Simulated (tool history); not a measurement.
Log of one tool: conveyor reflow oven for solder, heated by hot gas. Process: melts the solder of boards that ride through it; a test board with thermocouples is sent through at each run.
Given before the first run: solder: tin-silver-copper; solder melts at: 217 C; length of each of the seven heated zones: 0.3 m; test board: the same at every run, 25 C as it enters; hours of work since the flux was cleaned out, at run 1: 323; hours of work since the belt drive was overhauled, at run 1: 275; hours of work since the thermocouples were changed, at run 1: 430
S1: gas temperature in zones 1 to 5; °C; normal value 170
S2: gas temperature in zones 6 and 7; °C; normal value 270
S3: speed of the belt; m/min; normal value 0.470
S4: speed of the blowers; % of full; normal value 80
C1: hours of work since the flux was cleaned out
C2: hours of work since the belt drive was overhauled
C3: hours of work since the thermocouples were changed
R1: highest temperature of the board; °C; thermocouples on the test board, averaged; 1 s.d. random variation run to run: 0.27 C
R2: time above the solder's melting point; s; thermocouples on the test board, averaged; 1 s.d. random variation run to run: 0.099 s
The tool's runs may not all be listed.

run 1 hour=0.0 | S1=170 S2=270 S3=0.470 S4=80 | C1=323 C2=275 C3=430 | R1=258.6 R2=61.92
run 2 hour=9.6 | S1=170 S2=270 S3=0.466 S4=80 | C1=330 C2=282 C3=437 | R1=259.2 R2=62.40
run 3 hour=15.5 | S1=170 S2=270 S3=0.466 S4=80 | C1=334 C2=287 C3=441 | R1=258.8 R2=62.60
run 4 hour=25.2 | S1=170 S2=270 S3=0.399 S4=80 | C1=341 C2=293 C3=448 | R1=262.2 R2=76.48
run 5 hour=31.0 | S1=170 S2=270 S3=0.470 S4=55 | C1=345 C2=298 C3=452 | R1=253.5 R2=56.94
-- hour=35.9 belt drive overhauled, speed set with a stopwatch
run 6 hour=40.0 | S1=170 S2=270 S3=0.470 S4=55 | C1=349 C2=3 C3=456 | R1=252.7 R2=57.22
run 7 hour=48.7 | S1=170 S2=270 S3=0.470 S4=55 | C1=355 C2=9 C3=462 | R1=253.1 R2=57.06
-- hour=57.5 flux residue cleaned out of gas plates and filters
run 8 hour=58.9 | S1=170 S2=270 S3=0.470 S4=51 | C1=1 C2=13 C3=466 | R1=252.2 R2=56.47
run 9 hour=70.2 | S1=184 S2=278 S3=0.503 S4=59 | C1=9 C2=21 C3=474 | R1=262.4 R2=63.47
-- hour=75.5 belt drive overhauled, speed set with a stopwatch, once more
run 10 hour=79.4 | S1=184 S2=278 S3=0.503 S4=59 | C1=13 C2=3 C3=478 | R1=262.1 R2=62.90
run 11 hour=90.3 | S1=159 S2=270 S3=0.549 S4=76 | C1=21 C2=11 C3=485 | R1=252.1 R2=45.26
run 12 hour=96.4 | S1=179 S2=270 S3=0.457 S4=76 | C1=25 C2=15 C3=490 | R1=259.5 R2=67.45
run 13 hour=102.7 | S1=170 S2=270 S3=0.488 S4=77 | C1=30 C2=20 C3=494 | R1=257.7 R2=58.31
run 14 hour=107.5 | S1=170 S2=259 S3=0.524 S4=77 | C1=33 C2=23 C3=498 | R1=245.7 R2=46.70

Predict the results of run 15:
run 15 hour=112.4 | S1=170 S2=259 S3=0.524 S4=77 | C1=37 C2=27 C3=501 | R1=? R2=?

R1: 245.7 °C
R2: 46.72 s
Had the tool carried no hidden state, the very same run would have given R1 247.0 °C, R2 47.75 s.
